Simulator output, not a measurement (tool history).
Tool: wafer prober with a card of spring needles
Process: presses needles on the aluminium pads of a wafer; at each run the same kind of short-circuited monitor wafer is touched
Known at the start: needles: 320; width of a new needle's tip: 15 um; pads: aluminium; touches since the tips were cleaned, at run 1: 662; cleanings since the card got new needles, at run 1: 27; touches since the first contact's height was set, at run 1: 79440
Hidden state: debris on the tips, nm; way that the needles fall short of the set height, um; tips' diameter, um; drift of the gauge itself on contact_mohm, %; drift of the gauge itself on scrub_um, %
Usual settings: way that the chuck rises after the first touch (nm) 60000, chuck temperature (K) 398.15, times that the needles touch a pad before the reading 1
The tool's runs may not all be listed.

run	hour	way that the chuck rises after the first touch (nm)	chuck temperature (K)	times that the needles touch a pad before the reading	touches since the tips were cleaned	cleanings since the card got new needles	touches since the first contact's height was set	resistance of one needle with its contact and lead (mohm)	way that a needle slides on the pad (nm)
1	0.0	60000	398.15	1	662	27	79440	263	8370
# hour 4.0: tips cleaned on abrasive film
# hour 10.4: tips cleaned on abrasive film
# hour 16.3: tips cleaned on abrasive film
2	19.0	60000	398.15	1	1326	30	88545	283	8460
# hour 22.9: tips cleaned on abrasive film
# hour 28.8: tips cleaned on abrasive film
# hour 34.7: tips cleaned on abrasive film
3	35.0	60000	398.15	1	158	33	96212	256	8230
# hour 40.2: tips cleaned on abrasive film
# hour 46.2: tips cleaned on abrasive film
4	48.8	60000	398.15	1	1292	35	102835	281	8290
# hour 51.5: tips cleaned on abrasive film
# hour 57.9: tips cleaned on abrasive film
5	58.0	60000	398.15	1	43	37	107206	256	8060
# hour 64.3: tips cleaned on abrasive film
# hour 70.5: tips cleaned on abrasive film
# hour 76.6: tips cleaned on abrasive film
6	77.2	60000	398.15	1	309	40	116438	257	8010
# hour 82.8: tips cleaned on abrasive film
# hour 88.6: tips cleaned on abrasive film
7	90.1	60000	306.15	1	742	42	122605	256	7970
# hour 94.8: tips cleaned on abrasive film
# hour 100.9: tips cleaned on abrasive film
# hour 107.0: tips cleaned on abrasive film
8	110.4	60000	306.15	2	1692	45	132376	251	7980
# hour 112.1: height of the first contact set anew
# hour 113.5: tips cleaned on abrasive film
# hour 119.2: tips cleaned on abrasive film
9	122.5	60000	306.15	2	1613	47	4992	245	8610
# hour 124.6: tips cleaned on abrasive film
# hour 130.2: tips cleaned on abrasive film
10	135.0	60000	306.15	2	2344	49	10990	258	8690
# hour 136.4: tips cleaned on abrasive film
# hour 141.8: tips cleaned on abrasive film
# hour 147.9: tips cleaned on abrasive film
# hour 153.3: tips cleaned on abrasive film
11	153.3	60000	306.15	2	0	53	19726	218	8640
# hour 159.1: tips cleaned on abrasive film
12	163.8	60000	306.15	2	2290	54	24781	262	8570
# hour 164.8: tips cleaned on abrasive film
# hour 170.5: tips cleaned on abrasive film
# hour 176.7: tips cleaned on abrasive film
# hour 182.4: tips cleaned on abrasive film
13	182.4	60000	398.15	1	0	58	33645	249	8560
# hour 188.8: tips cleaned on abrasive film
# hour 195.0: tips cleaned on abrasive film
14	196.7	60000	398.15	1	864	60	40538	272	8580
# hour 201.6: tips cleaned on abrasive film
# hour 207.6: tips cleaned on abrasive film
# hour 213.7: tips cleaned on abrasive film
15	213.9	60000	398.15	1	90	63	48744	256	8300
# hour 220.1: tips cleaned on abrasive film
# hour 226.5: tips cleaned on abrasive film
16	227.2	60000	398.15	1	373	65	55148	261	8490
# hour 232.2: tips cleaned on abrasive film
# hour 238.3: tips cleaned on abrasive film
# hour 243.9: tips cleaned on abrasive film
17	244.4	60000	398.15	1	234	68	63365	264	8490
# hour 250.4: tips cleaned on abrasive film
# hour 256.5: tips cleaned on abrasive film
18	257.4	47000	392.15	2	423	70	69580	275	6430
# hour 262.7: tips cleaned on abrasive film
# hour 269.3: tips cleaned on abrasive film
19	273.5	60000	334.15	1	2050	72	77361	300	8330
# hour 274.8: tips cleaned on abrasive film
# hour 281.4: tips cleaned on abrasive film
# hour 287.3: tips cleaned on abrasive film
20	288.9	60000	334.15	1	823	75	84731	262	8210
# hour 292.7: tips cleaned on abrasive film
# hour 298.8: tips cleaned on abrasive film
21	298.8	56000	308.15	1	0	77	89426	234	7660
# hour 305.1: tips cleaned on abrasive film
22	308.6	56000	308.15	1	1749	78	94181	301	7760
# hour 311.4: tips cleaned on abrasive film
# hour 317.7: tips cleaned on abrasive film
# hour 323.9: tips cleaned on abrasive film
23	324.0	56000	308.15	1	32	81	101498	230	7650
# hour 330.1: tips cleaned on abrasive film
# hour 336.6: tips cleaned on abrasive film
24	337.6	56000	308.15	1	500	83	108043	252	7520
# hour 342.5: tips cleaned on abrasive film
# hour 349.2: tips cleaned on abrasive film
# hour 355.7: tips cleaned on abrasive film
25	356.6	56000	308.15	1	447	86	117175	252	7600
# hour 361.7: tips cleaned on abrasive film
# hour 368.0: tips cleaned on abrasive film
# hour 373.4: tips cleaned on abrasive film
26	375.6	60000	320.15	2	1088	89	126275	261	8030
# hour 379.4: tips cleaned on abrasive film
# hour 384.8: tips cleaned on abrasive film
27	388.3	60000	320.15	2	1684	91	132346	270	8010
# hour 389.9: height of the first contact set anew
# hour 391.0: tips cleaned on abrasive film
# hour 397.0: tips cleaned on abrasive film
28	400.2	78000	330.15	3	1593	93	4950	233	11280

Forecast each of these 4 alternatives for the next run:
# hour 402.7: tips cleaned on abrasive film
# hour 408.4: tips cleaned on abrasive film
A	409.8	60000	344.15	1	645	95	9497	?	?
# hour 402.7: tips cleaned on abrasive film
# hour 408.4: tips cleaned on abrasive film
B	409.8	57000	330.15	1	645	95	9497	?	?
# hour 402.7: tips cleaned on abrasive film
# hour 408.4: tips cleaned on abrasive film
C	409.8	58000	398.15	2	645	95	9497	?	?
# hour 402.7: tips cleaned on abrasive film
# hour 408.4: tips cleaned on abrasive film
D	409.8	78000	393.15	1	645	95	9497	?	?

run	resistance of one needle with its contact and lead (mohm)	way that a needle slides on the pad (nm)
A	258	8670
B	254	8250
C	259	8250
D	244	11350
Without the tool's hidden state the same runs would have given:
run	resistance of one needle with its contact and lead (mohm)	way that a needle slides on the pad (nm)
A	229	8720
B	223	8300
C	239	8300
D	226	11400

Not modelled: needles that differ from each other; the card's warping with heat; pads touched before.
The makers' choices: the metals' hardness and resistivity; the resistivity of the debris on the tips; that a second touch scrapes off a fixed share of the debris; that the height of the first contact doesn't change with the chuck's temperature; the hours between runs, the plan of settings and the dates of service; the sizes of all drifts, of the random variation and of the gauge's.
